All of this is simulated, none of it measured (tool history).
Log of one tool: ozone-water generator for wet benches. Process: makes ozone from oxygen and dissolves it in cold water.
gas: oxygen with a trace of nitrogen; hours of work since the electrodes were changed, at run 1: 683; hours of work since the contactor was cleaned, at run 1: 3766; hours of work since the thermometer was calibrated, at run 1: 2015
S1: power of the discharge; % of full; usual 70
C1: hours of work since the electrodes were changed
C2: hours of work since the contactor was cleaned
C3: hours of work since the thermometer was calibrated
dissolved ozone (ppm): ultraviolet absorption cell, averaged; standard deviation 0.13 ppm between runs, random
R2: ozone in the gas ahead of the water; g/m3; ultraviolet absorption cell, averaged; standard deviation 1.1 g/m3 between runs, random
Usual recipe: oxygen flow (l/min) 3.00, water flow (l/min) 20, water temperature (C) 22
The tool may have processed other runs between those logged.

Run 1, hour 0.0: usual settings; C1 683; C2 3766; C3 2015. Result: dissolved ozone (ppm) 13.0, R2 190.4 g/m3.
Run 2, hour 25.9: usual settings; C1 707; C2 3789; C3 2039. Result: dissolved ozone (ppm) 13.0, R2 189.5 g/m3.
Run 3, hour 47.7: usual settings but water flow (l/min) 24; C1 727; C2 3810; C3 2059. Result: dissolved ozone (ppm) 11.3, R2 188.1 g/m3.
Run 4, hour 72.8: usual settings but water flow (l/min) 24; C1 750; C2 3833; C3 2082. Result: dissolved ozone (ppm) 11.2, R2 187.6 g/m3.
Run 5, hour 102.3: usual settings but water temperature (C) 18; C1 777; C2 3860; C3 2109. Result: dissolved ozone (ppm) 13.7, R2 188.4 g/m3.
Run 6, hour 125.9: usual settings but S1 62 % of full; C1 799; C2 3882; C3 2131. Result: dissolved ozone (ppm) 11.8, R2 166.3 g/m3.
Run 7, hour 154.8: usual settings but S1 62 % of full; C1 825; C2 3908; C3 2157. Result: dissolved ozone (ppm) 11.9, R2 164.9 g/m3.
Run 8, hour 178.9: usual settings but S1 62 % of full, oxygen flow (l/min) 2.69; C1 848; C2 3930; C3 2180. Result: dissolved ozone (ppm) 11.8, R2 174.9 g/m3.
Run 9, hour 198.8: usual settings; C1 866; C2 3949; C3 2198. Result: dissolved ozone (ppm) 13.2, R2 184.2 g/m3.
Run 10, hour 215.5: usual settings; C1 881; C2 3964; C3 2213. Result: dissolved ozone (ppm) 13.0, R2 183.9 g/m3.
Run 11, hour 241.2: usual settings; C1 905; C2 3988; C3 2237. Result: dissolved ozone (ppm) 13.2, R2 183.4 g/m3.
At hour 261.3: gauge calibrated.
Run 12, hour 265.0: usual settings; C1 927; C2 4010; C3 2259. Result: dissolved ozone (ppm) 13.2, R2 187.3 g/m3.
Run 13, hour 286.1: usual settings; C1 946; C2 4029; C3 2279. Result: dissolved ozone (ppm) 13.1, R2 188.5 g/m3.
Run 14, hour 305.7: usual settings; C1 964; C2 4047; C3 2297. Result: dissolved ozone (ppm) 13.0, R2 189.6 g/m3.
Run 15, hour 331.4: usual settings; C1 988; C2 4071; C3 2320. Result: dissolved ozone (ppm) 13.3, R2 188.2 g/m3.
Run 16, hour 357.7: usual settings; C1 1012; C2 4095; C3 2345. Result: dissolved ozone (ppm) 13.0, R2 186.4 g/m3.
At hour 366.7: contactor cleaned.
Run 17, hour 377.6: usual settings but oxygen flow (l/min) 3.29; C1 1027; C2 10; C3 2359. Result: dissolved ozone (ppm) 13.3, R2 176.8 g/m3.
Run 18, hour 396.7: usual settings but S1 82 % of full, oxygen flow (l/min) 1.65, water temperature (C) 21; C1 1045; C2 28; C3 2377. Result: dissolved ozone (ppm) 14.0, R2 303.6 g/m3.
Run 19, hour 427.2: usual settings but S1 82 % of full, oxygen flow (l/min) 1.65, water temperature (C) 21; C1 1073; C2 56; C3 2405. Result: dissolved ozone (ppm) 14.0, R2 302.8 g/m3.
Run 20, hour 453.6: usual settings but S1 44 % of full, oxygen flow (l/min) 5.21, water flow (l/min) 22, water temperature (C) 18; C1 1097; C2 80; C3 2429. Result: dissolved ozone (ppm) 8.4, R2 89.0 g/m3.
Run 21, hour 468.3: usual settings but S1 51 % of full, oxygen flow (l/min) 3.79, water flow (l/min) 22, water temperature (C) 18; C1 1111; C2 94; C3 2443. Result: dissolved ozone (ppm) 9.6, R2 120.9 g/m3.
Run 22, hour 485.5: usual settings but S1 83 % of full, oxygen flow (l/min) 3.79, water flow (l/min) 18, water temperature (C) 18; C1 1127; C2 110; C3 2459. Result: dissolved ozone (ppm) 17.9, R2 191.2 g/m3.
Run 23, hour 506.5: usual settings but S1 83 % of full, oxygen flow (l/min) 3.79, water flow (l/min) 18, water temperature (C) 18; C1 1146; C2 129; C3 2478. Result: dissolved ozone (ppm) 17.8, R2 189.4 g/m3.
Run 24, hour 520.0: usual settings but S1 44 % of full, oxygen flow (l/min) 4.58, water flow (l/min) 24, water temperature (C) 19; C1 1158; C2 141; C3 2490. Result: dissolved ozone (ppm) 7.8, R2 93.8 g/m3.
Run 25, hour 533.2: usual settings but S1 44 % of full, oxygen flow (l/min) 1.54, water flow (l/min) 24; C1 1171; C2 153; C3 2503. Result: dissolved ozone (ppm) 6.3, R2 171.9 g/m3.
At hour 542.1: gauge calibrated.
Run 26, hour 550.5: usual settings but S1 44 % of full, oxygen flow (l/min) 4.33, water flow (l/min) 21; C1 1186; C2 169; C3 2519. Result: dissolved ozone (ppm) 8.4, R2 99.2 g/m3.
Run 27, hour 579.3: usual settings but S1 45 % of full, oxygen flow (l/min) 2.23, water flow (l/min) 21; C1 1213; C2 196; C3 2545. Result: dissolved ozone (ppm) 8.0, R2 146.2 g/m3.
Run 28, hour 594.0: usual settings but S1 45 % of full, oxygen flow (l/min) 2.23, water flow (l/min) 21; C1 1227; C2 210; C3 2559. Result: dissolved ozone (ppm) 7.9, R2 146.6 g/m3.
Run 29, hour 607.7: usual settings but S1 42 % of full, water temperature (C) 27; C1 1239; C2 222; C3 2571. Result: dissolved ozone (ppm) 7.7, R2 116.9 g/m3.
Run 30, hour 633.9: usual settings but oxygen flow (l/min) 2.96, water flow (l/min) 21; C1 1263; C2 246; C3 2595. Result: dissolved ozone (ppm) 12.5, R2 188.4 g/m3.
Run 31, hour 651.1: usual settings but S1 99 % of full, oxygen flow (l/min) 1.89, water temperature (C) 26; C1 1279; C2 262; C3 2611. Result: dissolved ozone (ppm) 16.5, R2 335.0 g/m3.
Run 32, hour 677.0: usual settings but S1 99 % of full, oxygen flow (l/min) 1.89, water temperature (C) 26; C1 1303; C2 286; C3 2635. Result: dissolved ozone (ppm) 16.6, R2 333.1 g/m3.
Run 33, hour 701.3: usual settings but S1 99 % of full, oxygen flow (l/min) 2.43, water flow (l/min) 28, water temperature (C) 26; C1 1325; C2 308; C3 2658. Result: dissolved ozone (ppm) 12.4, R2 287.0 g/m3.

Here are 3 independent what-if runs from the current tool condition. What would each one return?
Run A, hour 727.7: usual settings but S1 57 % of full, oxygen flow (l/min) 4.88, water flow (l/min) 16, water temperature (C) 26; C1 1350; C2 333; C3 2682. Result: dissolved ozone (ppm) ?, R2 ?.
Run B, hour 727.7: usual settings but S1 99 % of full, oxygen flow (l/min) 4.99, water flow (l/min) 30, water temperature (C) 26; C1 1350; C2 333; C3 2682. Result: dissolved ozone (ppm) ?, R2 ?.
Run C, hour 727.7: usual settings but oxygen flow (l/min) 3.03; C1 1350; C2 333; C3 2682. Result: dissolved ozone (ppm) ?, R2 ?.

run  dissolved ozone (ppm)     R2
  A                   12.0  116.5
  B                   12.8  192.4
  C                   12.8  181.9
Stripped of hidden state, with their random variation kept, the same runs would have yielded:
run  dissolved ozone (ppm)     R2
  A                   12.0  119.1
  B                   12.9  196.8
  C                   12.8  186.0
